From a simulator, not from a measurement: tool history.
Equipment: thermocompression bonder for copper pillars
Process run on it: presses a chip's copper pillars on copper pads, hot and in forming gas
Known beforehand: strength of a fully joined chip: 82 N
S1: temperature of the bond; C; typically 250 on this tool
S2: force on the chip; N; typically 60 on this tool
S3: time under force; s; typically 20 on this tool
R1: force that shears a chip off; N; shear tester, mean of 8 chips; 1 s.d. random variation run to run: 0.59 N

| run | hour | S1 | S2 | S3 | R1 |
|---|---|---|---|---|---|
| 1 | 0 | 250 | 60 | 20 | 31.2 |
| 2 | 30.7 | 250 | 60 | 20 | 30.5 |
| 3 | 57.1 | 250 | 60 | 20 | 31.2 |
| 4 | 78.1 | 256 | 60 | 20 | 32.1 |
| 5 | 108.7 | 256 | 60 | 20 | 33.1 |
| 6 | 129.7 | 249 | 60 | 20 | 29.9 |
| 7 | 153.4 | 249 | 60 | 23 | 30.9 |
| 8 | 180.6 | 249 | 60 | 23 | 31.1 |
|  | 202 | forming gas filter changed |
| 9 | 211 | 249 | 60 | 23 | 34.2 |
| 10 | 240.8 | 249 | 60 | 23 | 33.3 |
| 11 | 254.8 | 275 | 60 | 23 | 46.3 |
| 12 | 270.5 | 239 | 60 | 20 | 28.3 |
| 13 | 304 | 239 | 60 | 20 | 26.2 |
| 14 | 323.2 | 239 | 60 | 20 | 27.7 |
| 15 | 355 | 250 | 60 | 12 | 26.3 |
| 16 | 369 | 273 | 38 | 20 | 28.1 |
| 17 | 394.7 | 273 | 38 | 20 | 28.5 |
| 18 | 416.8 | 273 | 38 | 20 | 27.1 |

Alternative continuations, all from the tool just after run 18; predict every row:
| A | 439.3 | 268 | 65 | 20 | ? |
| B | 439.3 | 250 | 74 | 54 | ? |
| C | 439.3 | 260 | 60 | 20 | ? |
| D | 439.3 | 273 | 75 | 34 | ? |
| E | 439.3 | 254 | 43 | 43 | ? |

| run | R1 |
|---|---|
| A | 43 |
| B | 53.5 |
| C | 36.3 |
| D | 56.3 |
| E | 32.6 |
With no hidden state in the tool, these same runs would have given:
| run | R1 |
|---|---|
| A | 42.8 |
| B | 53.6 |
| C | 36 |
| D | 56.6 |
| E | 32.4 |

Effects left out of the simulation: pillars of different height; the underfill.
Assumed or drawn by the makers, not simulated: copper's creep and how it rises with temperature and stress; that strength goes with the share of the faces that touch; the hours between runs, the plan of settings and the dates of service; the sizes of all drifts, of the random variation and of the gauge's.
